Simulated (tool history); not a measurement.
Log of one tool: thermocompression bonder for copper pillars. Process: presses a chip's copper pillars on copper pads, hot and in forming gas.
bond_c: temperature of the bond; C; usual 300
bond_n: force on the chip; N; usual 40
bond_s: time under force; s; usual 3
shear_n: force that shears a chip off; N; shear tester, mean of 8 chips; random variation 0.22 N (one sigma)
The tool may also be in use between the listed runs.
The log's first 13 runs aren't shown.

run   hour  bond_c  bond_n  bond_s  hours of work since the heater was calibrated  hours of work since the force cell was calibrated  hours of work since the gas filter was changed  shear_n
 14    102     300      40       3                                            820                                                 16                                             103     59.6
     109.1  -- force cell calibrated, once more
 15  114.3     300      40       3                                            827                                                  4                                             110     60.5
 16  120.4     300      40       2                                            832                                                  8                                             114     52.6
 17    126     300      40       3                                            835                                                 11                                             118     60.4
 18  133.3     300      40       3                                            840                                                 16                                             123     59.9
 19  143.8     300      40       3                                            848                                                 24                                             130     59.9
 20  150.6     300      40       3                                            852                                                 28                                             135       60
 21  156.8     318      40       3                                            856                                                 32                                             139     69.4
 22  163.1     318      40       3                                            861                                                 37                                             143       69
 23  168.8     279      26       8                                            865                                                 41                                             147     47.1
 24  175.9     279      26       3                                            869                                                 45                                             152     31.8
 25  184.2     300      55       2                                            875                                                 51                                             158     66.6
 26  193.9     300      55       2                                            882                                                 58                                             164     66.3

The next listed run, before its measurement:
 27  202.8     300      55       2                                            888                                                 64                                             170        ?

shear_n: 66 N
Without the tool's hidden state the same run would have given shear_n 67.6 N.

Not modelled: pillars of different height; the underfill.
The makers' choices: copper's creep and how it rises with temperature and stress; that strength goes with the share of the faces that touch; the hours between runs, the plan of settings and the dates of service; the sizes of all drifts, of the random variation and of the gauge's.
